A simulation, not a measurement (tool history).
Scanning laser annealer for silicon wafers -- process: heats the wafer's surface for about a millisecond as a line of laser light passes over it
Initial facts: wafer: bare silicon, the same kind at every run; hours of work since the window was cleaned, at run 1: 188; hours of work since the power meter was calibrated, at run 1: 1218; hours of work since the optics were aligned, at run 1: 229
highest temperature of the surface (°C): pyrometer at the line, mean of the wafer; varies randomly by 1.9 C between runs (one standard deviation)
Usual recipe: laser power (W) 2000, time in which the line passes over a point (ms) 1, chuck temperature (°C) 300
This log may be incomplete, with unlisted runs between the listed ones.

run,hour,laser power (W),time in which the line passes over a point (ms),chuck temperature (°C),hours of work since the window was cleaned,hours of work since the power meter was calibrated,hours of work since the optics were aligned,highest temperature of the surface (°C)
1,0,2000,1,300,188,1218,229,1100
2,32.3,2000,1,300,212,1243,254,1096
3,66.5,2000,1,300,239,1270,280,1098
4,101.6,2000,1,300,266,1297,307,1091
5,140.8,2000,1,300,296,1327,338,1086
6,163.9,2000,1,300,314,1345,355,1081
7,197.8,2000,1,300,340,1371,381,1084
8,224.3,2000,1,300,360,1391,402,1074
9,253.6,2000,1,300,383,1414,424,1074
# hour 270.7: window over the wafer cleaned
10,293.5,2000,1,300,18,1443,454,1111
11,315.6,2171,1,300,35,1460,471,1203
12,336.3,2000,1.12,300,51,1476,486,1160
13,364.8,2000,1.12,300,72,1498,508,1157
# hour 370.8: laser's power meter calibrated
14,386.7,2000,1.12,300,87,12,523,1158
15,413.4,1977,0.79,333,108,33,543,1017
16,435.1,2000,1,264,124,49,560,1062
# hour 465.5: laser's power meter calibrated, once more
17,468.7,2000,1,264,148,2,584,1068
18,495.5,2000,1,264,168,23,604,1064
19,517.8,2179,1,324,185,40,621,1222
20,551.3,2000,1,264,211,66,647,1059
21,567.9,1868,1.01,264,224,79,660,995
22,601.7,1849,1,322,250,105,686,1035
23,618.6,1857,1,303,263,118,699,1016
24,656.5,1716,1.23,310,292,147,728,1029
25,675.6,2021,1.23,269,307,162,743,1166

Some steps in highest temperature of the surface (°C) between neighbouring runs. How much of each would the tool show without its hidden state too (settings, what came in, random variation), and how much is left for the hidden state, with any gauge scatter that isn't in both results?
What the log doesn't record here: light that passes the window, % of a clean one's; laser's true power over the reading, %; width of the line over the set one, %; drift of the gauge itself on peak_c, C.
Run 9 -> 10: window over the wafer cleaned. highest temperature of the surface (°C) +37: hidden state +36, all else +1.
Run 18 -> 19: laser power (W) 2000 -> 2179, chuck temperature (°C) 264 -> 324. highest temperature of the surface (°C) +158: hidden state -6, all else +164.
Run 19 -> 20: laser power (W) 2179 -> 2000, chuck temperature (°C) 324 -> 264. highest temperature of the surface (°C) -163: hidden state +0, all else -163.
Run 24 -> 25: laser power (W) 1716 -> 2021, chuck temperature (°C) 310 -> 269. highest temperature of the surface (°C) +137: hidden state -11, all else +148.

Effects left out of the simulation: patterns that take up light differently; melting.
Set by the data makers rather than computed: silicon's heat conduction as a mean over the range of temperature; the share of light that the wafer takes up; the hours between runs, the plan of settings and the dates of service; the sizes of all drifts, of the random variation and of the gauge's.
